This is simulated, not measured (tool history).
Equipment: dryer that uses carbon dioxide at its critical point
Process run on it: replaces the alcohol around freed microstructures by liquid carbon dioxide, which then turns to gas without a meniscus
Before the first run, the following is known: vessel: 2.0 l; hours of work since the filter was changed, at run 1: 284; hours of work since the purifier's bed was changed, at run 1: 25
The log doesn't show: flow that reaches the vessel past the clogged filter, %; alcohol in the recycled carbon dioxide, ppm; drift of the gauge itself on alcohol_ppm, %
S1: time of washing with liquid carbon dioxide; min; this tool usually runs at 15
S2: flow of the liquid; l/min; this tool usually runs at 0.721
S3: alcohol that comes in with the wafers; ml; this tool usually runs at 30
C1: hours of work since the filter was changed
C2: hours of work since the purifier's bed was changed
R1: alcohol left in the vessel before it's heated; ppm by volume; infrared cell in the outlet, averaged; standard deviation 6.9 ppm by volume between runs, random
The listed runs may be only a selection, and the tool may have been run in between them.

run,hour,S1,S2,S3,C1,C2,R1
1,0.0,15,0.721,30,284,25,424
2,14.0,15,0.721,30,293,34,404
3,22.9,15,0.721,30,299,40,420
4,29.4,15,0.832,30,303,44,249
5,37.2,15,0.721,30,309,49,421
6,42.9,15,0.721,30,312,53,433
7,52.9,15,0.992,30,319,59,125
8,66.1,15,0.992,30,327,68,126
9,73.4,15,0.992,30,332,72,134
10,81.9,15,0.992,30,338,78,133
11,90.3,15,0.992,30,343,83,139
12,101.4,15,0.992,30,350,91,144
13,108.4,15,0.609,30,355,95,758
14,119.4,15,0.721,30,362,102,474
15,130.4,15,0.721,30,369,109,458
16,143.5,15,0.721,30,378,118,462
17,156.6,15,0.721,30,386,126,465
18,163.2,15,1.026,30,390,131,127
19,170.9,15,0.472,30,395,136,1516
20,184.7,15,0.472,51,404,145,2598
# hour 194.9: inlet filter changed
21,198.7,15,0.472,51,2,153,1981
22,208.9,15,1.180,30,9,160,59
23,216.3,15,1.180,30,14,165,67
24,229.7,15,0.721,30,23,173,344
25,243.7,15,0.721,30,32,182,347
26,253.6,15,0.861,116,38,189,647
27,264.8,15,0.861,39,45,196,241
28,278.7,17,1.015,32,54,205,75
29,289.7,9,0.886,22,62,212,692
30,298.3,15,0.832,27,67,218,214
31,307.6,15,0.832,27,73,224,203
32,320.0,14,1.110,97,81,232,263
33,330.6,14,1.110,97,88,239,267
34,341.7,14,1.110,97,95,246,263
35,352.6,14,1.135,36,102,253,122
36,363.7,14,1.135,36,110,260,128
37,374.4,15,0.459,98,117,267,4451
38,382.7,15,0.459,98,122,273,4443
39,390.9,15,0.459,98,127,278,4460
40,399.6,15,0.459,98,133,284,4355
41,412.6,13,1.101,28,141,292,156
42,419.8,13,0.632,21,146,297,661
43,432.7,13,0.625,117,154,305,3537
44,442.5,16,0.782,30,161,311,250
45,449.0,15,0.774,44,165,316,454
46,461.5,15,0.721,30,173,324,429
47,474.7,15,0.721,30,182,332,437

Same runs, no hidden state in the tool, same run-to-run variation:
run,R1
1,325
2,303
3,314
4,176
5,310
6,319
7,76
8,76
9,82
10,79
11,83
12,85
13,564
14,332
15,314
16,315
17,313
18,63
19,1178
20,2022
21,1950
22,28
23,36
24,306
25,306
26,589
27,196
28,35
29,629
30,164
31,150
32,199
33,202
34,196
35,68
36,72
37,4130
38,4111
39,4113
40,4001
41,86
42,552
43,3152
44,165
45,341
46,320
47,322
